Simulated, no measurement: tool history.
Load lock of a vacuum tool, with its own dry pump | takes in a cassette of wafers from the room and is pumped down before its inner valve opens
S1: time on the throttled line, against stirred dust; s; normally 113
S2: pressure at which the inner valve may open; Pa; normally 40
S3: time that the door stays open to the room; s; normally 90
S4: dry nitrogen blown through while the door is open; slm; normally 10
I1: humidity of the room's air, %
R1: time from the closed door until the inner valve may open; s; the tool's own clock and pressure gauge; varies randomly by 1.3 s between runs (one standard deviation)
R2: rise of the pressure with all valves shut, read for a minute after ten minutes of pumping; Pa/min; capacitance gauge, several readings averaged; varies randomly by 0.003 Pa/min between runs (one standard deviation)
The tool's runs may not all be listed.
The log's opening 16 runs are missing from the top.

Run 17, hour 5371.8: usual settings but S2 61 Pa; I1 44.1. Result: R1 216.2 s, R2 0.237 Pa/min.
Run 18, hour 5768.4: usual settings but S2 61 Pa; I1 42.2. Result: R1 216.8 s, R2 0.264 Pa/min.
Run 19, hour 6228.1: usual settings but S1 121 s; I1 44.3. Result: R1 228.6 s, R2 0.300 Pa/min.
Run 20, hour 6560.1: usual settings but S1 75 s, S2 50 Pa; I1 42.7. Result: R1 194.1 s, R2 0.327 Pa/min.
Run 21, hour 6769.1: usual settings but S1 97 s, S2 80 Pa, S4 30 slm; I1 44.6. Result: R1 201.2 s, R2 0.336 Pa/min.
Run 22, hour 7054.5: usual settings but S2 54 Pa, S4 5 slm; I1 44.6. Result: R1 222.8 s, R2 0.369 Pa/min.
Run 23, hour 7430.0: usual settings but S2 54 Pa, S4 5 slm; I1 44.2. Result: R1 221.1 s, R2 0.412 Pa/min.
Run 24, hour 7668.0: usual settings but S1 166 s, S3 63 s, S4 9 slm; I1 42.1. Result: R1 264.1 s, R2 0.428 Pa/min.
Run 25, hour 7905.5: usual settings but S1 176 s, S2 33 Pa, S3 28 s, S4 32 slm; I1 48.0. Result: R1 279.3 s, R2 0.446 Pa/min.
Run 26, hour 8121.2: usual settings but S1 176 s, S2 37 Pa, S3 52 s, S4 32 slm; I1 44.3. Result: R1 276.4 s, R2 0.451 Pa/min.
Run 27, hour 8625.5: usual settings but S1 176 s, S2 37 Pa, S3 52 s, S4 32 slm; I1 45.0. Result: R1 274.6 s, R2 0.520 Pa/min.
At hour 8715.8: door's seal changed, seat wiped.
Run 28, hour 8988.1: usual settings but S1 76 s, S2 67 Pa, S3 62 s, S4 32 slm; I1 46.0. Result: R1 198.4 s, R2 0.024 Pa/min.
Run 29, hour 9383.1: usual settings but S1 76 s, S2 67 Pa, S3 62 s, S4 32 slm; I1 43.0. Result: R1 197.5 s, R2 0.040 Pa/min.
Run 30, hour 9654.8: usual settings but S1 102 s, S2 47 Pa, S3 42 s, S4 40 slm; I1 48.0. Result: R1 220.8 s, R2 0.034 Pa/min.
Run 31, hour 10027.2: usual settings but S1 102 s, S2 47 Pa, S3 42 s, S4 40 slm; I1 45.5. Result: R1 222.9 s, R2 0.053 Pa/min.
Run 32, hour 10462.1: usual settings but S1 172 s, S2 47 Pa, S3 40 s, S4 40 slm; I1 43.5. Result: R1 274.8 s, R2 0.069 Pa/min.
At hour 10622.1: dry pump taken out, an overhauled one fitted.
Run 33, hour 10858.8: usual settings but S1 172 s, S2 47 Pa, S3 40 s, S4 40 slm; I1 42.2. Result: R1 248.9 s, R2 0.082 Pa/min.
Run 34, hour 11095.1: usual settings but S1 172 s, S2 47 Pa, S3 40 s, S4 40 slm; I1 44.6. Result: R1 247.5 s, R2 0.098 Pa/min.
Run 35, hour 11524.0: usual settings but S1 172 s, S2 47 Pa, S3 40 s, S4 40 slm; I1 44.6. Result: R1 247.9 s, R2 0.115 Pa/min.
Run 36, hour 11925.6: usual settings but S1 138 s, S2 62 Pa, S3 27 s, S4 12 slm; I1 46.6. Result: R1 219.4 s, R2 0.143 Pa/min.
Run 37, hour 12205.6: usual settings but S1 138 s, S2 62 Pa, S3 27 s, S4 12 slm; I1 45.9. Result: R1 216.5 s, R2 0.157 Pa/min.

Branching from run 37: 3 alternative next runs. What would each branch give?
Run A, hour 12535.3: usual settings but S1 138 s, S2 59 Pa, S3 27 s, S4 12 slm; I1 41.6. Result: R1 ?, R2 ?.
Run B, hour 12535.3: usual settings but S1 57 s, S2 35 Pa, S3 85 s; I1 48.9. Result: R1 ?, R2 ?.
Run C, hour 12535.3: usual settings but S1 56 s, S2 62 Pa, S3 99 s, S4 5 slm; I1 47.1. Result: R1 ?, R2 ?.

run     R1     R2
  A  219.2  0.177
  B  165.0  0.189
  C  156.3  0.193
Take away the tool's hidden state, keep each run's random variation, and the runs would have read:
run     R1     R2
  A  217.0  0.013
  B  162.1  0.027
  C  153.5  0.033
